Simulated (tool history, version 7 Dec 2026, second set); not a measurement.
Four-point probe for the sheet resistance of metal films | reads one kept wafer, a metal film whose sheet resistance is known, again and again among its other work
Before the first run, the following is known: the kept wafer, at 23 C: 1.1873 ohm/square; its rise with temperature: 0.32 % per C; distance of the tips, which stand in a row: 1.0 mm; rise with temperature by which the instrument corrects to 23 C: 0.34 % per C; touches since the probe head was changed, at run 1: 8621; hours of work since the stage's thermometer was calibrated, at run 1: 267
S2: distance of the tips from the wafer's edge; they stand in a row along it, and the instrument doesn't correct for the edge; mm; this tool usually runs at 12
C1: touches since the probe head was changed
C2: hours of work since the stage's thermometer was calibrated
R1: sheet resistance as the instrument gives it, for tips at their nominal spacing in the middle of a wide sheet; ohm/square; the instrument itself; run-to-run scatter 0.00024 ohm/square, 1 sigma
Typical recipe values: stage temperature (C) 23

Run 1, hour 0: usual settings; C1 8621; C2 267. Result: R1 1.191807 ohm/square.
Run 2, hour 12.6: usual settings but stage temperature (C) 22; C1 9142; C2 273. Result: R1 1.191906 ohm/square.
Run 3, hour 25.6: usual settings but stage temperature (C) 22; C1 9680; C2 280. Result: R1 1.192187 ohm/square.
Run 4, hour 36.3: usual settings but stage temperature (C) 22; C1 10126; C2 285. Result: R1 1.192051 ohm/square.
Run 5, hour 54.6: usual settings but stage temperature (C) 22; C1 10885; C2 294. Result: R1 1.192085 ohm/square.
Run 6, hour 69.8: usual settings; C1 11513; C2 302. Result: R1 1.191894 ohm/square.
Run 7, hour 83.8: usual settings but S2 65 mm; C1 12094; C2 309. Result: R1 1.187498 ohm/square.
Run 8, hour 94.1: usual settings but stage temperature (C) 19; C1 12521; C2 314. Result: R1 1.192866 ohm/square.
Run 9, hour 111.9: usual settings but stage temperature (C) 19; C1 13260; C2 323. Result: R1 1.193323 ohm/square.
Run 10, hour 129.9: usual settings but stage temperature (C) 28, S2 6 mm; C1 14008; C2 332. Result: R1 1.203505 ohm/square.
Run 11, hour 141.1: usual settings but stage temperature (C) 28, S2 6 mm; C1 14472; C2 337. Result: R1 1.203149 ohm/square.
Run 12, hour 154.6: usual settings but stage temperature (C) 21, S2 33 mm; C1 15031; C2 344. Result: R1 1.188689 ohm/square.
Run 13, hour 165.5: usual settings but stage temperature (C) 19, S2 54 mm; C1 15484; C2 349. Result: R1 1.188601 ohm/square.
Run 14, hour 186.7: usual settings but stage temperature (C) 25, S2 38 mm; C1 16362; C2 360. Result: R1 1.18702 ohm/square.

4 options for the next run, each taken on its own from the tool as it stands now. Forecast them:
Run A, hour 201.7: usual settings but stage temperature (C) 19, S2 30 mm; C1 16986; C2 368. Result: R1 ?.
Run B, hour 201.7: usual settings but stage temperature (C) 19, S2 7 mm; C1 16986; C2 368. Result: R1 ?.
Run C, hour 201.7: usual settings but S2 15 mm; C1 16986; C2 368. Result: R1 ?.
Run D, hour 201.7: usual settings but stage temperature (C) 25, S2 14 mm; C1 16986; C2 368. Result: R1 ?.

run        R1
  A  1.189337
  B  1.201679
  C  1.190351
  D  1.189957
Stripped of hidden state, with their random variation kept, the same runs would have yielded:
run        R1
  A  1.189315
  B  1.201657
  C  1.190329
  D  1.189935
